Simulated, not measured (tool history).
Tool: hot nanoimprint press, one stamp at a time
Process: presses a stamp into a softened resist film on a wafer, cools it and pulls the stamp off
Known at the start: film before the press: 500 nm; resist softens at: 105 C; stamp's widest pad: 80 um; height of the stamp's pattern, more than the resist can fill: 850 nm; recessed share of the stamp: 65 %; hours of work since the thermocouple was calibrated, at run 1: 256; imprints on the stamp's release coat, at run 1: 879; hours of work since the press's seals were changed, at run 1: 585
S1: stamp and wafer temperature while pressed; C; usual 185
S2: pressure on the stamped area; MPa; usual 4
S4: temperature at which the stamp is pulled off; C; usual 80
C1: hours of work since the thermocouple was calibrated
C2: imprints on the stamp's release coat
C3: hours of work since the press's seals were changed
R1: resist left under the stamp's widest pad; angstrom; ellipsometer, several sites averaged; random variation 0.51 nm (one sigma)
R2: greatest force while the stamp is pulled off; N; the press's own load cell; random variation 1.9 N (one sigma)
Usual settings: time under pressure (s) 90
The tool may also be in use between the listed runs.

run 1 hour=0 | S1=185 S2=4 time_under_pressure_(s)=90 S4=80 | C1=256 C2=879 C3=585 | R1=2363 R2=96
run 2 hour=30.4 | S1=185 S2=4 time_under_pressure_(s)=90 S4=80 | C1=273 C2=968 C3=602 | R1=2368 R2=99
run 3 hour=54.1 | S1=185 S2=4 time_under_pressure_(s)=90 S4=80 | C1=287 C2=1038 C3=616 | R1=2361 R2=101
run 4 hour=83.7 | S1=190 S2=4 time_under_pressure_(s)=90 S4=80 | C1=303 C2=1124 C3=633 | R1=2097 R2=98
-- hour=110.7 plate thermocouple calibrated
run 5 hour=112.9 | S1=185 S2=4 time_under_pressure_(s)=90 S4=80 | C1=1 C2=1201 C3=648 | R1=2373 R2=103
run 6 hour=145.4 | S1=185 S2=4 time_under_pressure_(s)=90 S4=80 | C1=20 C2=1296 C3=666 | R1=2358 R2=99
run 7 hour=162.4 | S1=185 S2=4 time_under_pressure_(s)=90 S4=80 | C1=30 C2=1346 C3=676 | R1=2370 R2=102
-- hour=177.6 stamp cleaned and given a new release coat
run 8 hour=195.7 | S1=185 S2=4 time_under_pressure_(s)=90 S4=80 | C1=45 C2=53 C3=691 | R1=2365 R2=98
run 9 hour=226.5 | S1=185 S2=4 time_under_pressure_(s)=90 S4=80 | C1=63 C2=143 C3=709 | R1=2369 R2=100
run 10 hour=250.9 | S1=177 S2=4.84 time_under_pressure_(s)=45 S4=78 | C1=77 C2=215 C3=723 | R1=3249 R2=103
run 11 hour=281.4 | S1=183 S2=4 time_under_pressure_(s)=59 S4=85 | C1=94 C2=304 C3=740 | R1=2846 R2=87
run 12 hour=307.7 | S1=183 S2=4 time_under_pressure_(s)=59 S4=85 | C1=109 C2=381 C3=756 | R1=2856 R2=91
run 13 hour=344 | S1=195 S2=4.23 time_under_pressure_(s)=59 S4=77 | C1=130 C2=488 C3=776 | R1=2112 R2=106
run 14 hour=376.6 | S1=195 S2=4.23 time_under_pressure_(s)=55 S4=67 | C1=149 C2=583 C3=795 | R1=2160 R2=118
run 15 hour=408.8 | S1=185 S2=4 time_under_pressure_(s)=61 S4=69 | C1=167 C2=678 C3=813 | R1=2696 R2=114
run 16 hour=426.8 | S1=185 S2=4 time_under_pressure_(s)=61 S4=69 | C1=177 C2=730 C3=824 | R1=2693 R2=119
run 17 hour=460.9 | S1=185 S2=4 time_under_pressure_(s)=61 S4=79 | C1=197 C2=830 C3=843 | R1=2692 R2=100
run 18 hour=488.1 | S1=185 S2=4 time_under_pressure_(s)=61 S4=79 | C1=212 C2=910 C3=859 | R1=2701 R2=99

Forecast each of these 3 alternatives for the next run:
run A hour=508.9 | S1=185 S2=2.89 time_under_pressure_(s)=61 S4=79 | C1=224 C2=971 C3=871 | R1=? R2=?
run B hour=508.9 | S1=185 S2=2.45 time_under_pressure_(s)=61 S4=79 | C1=224 C2=971 C3=871 | R1=? R2=?
run C hour=508.9 | S1=185 S2=4.4 time_under_pressure_(s)=90 S4=80 | C1=224 C2=971 C3=871 | R1=? R2=?

run=A R1=3106 R2=98
run=B R1=3301 R2=101
run=C R1=2256 R2=98
Without the tool's hidden state the same runs would have given:
run=A R1=3103 R2=97
run=B R1=3298 R2=100
run=C R1=2253 R2=97
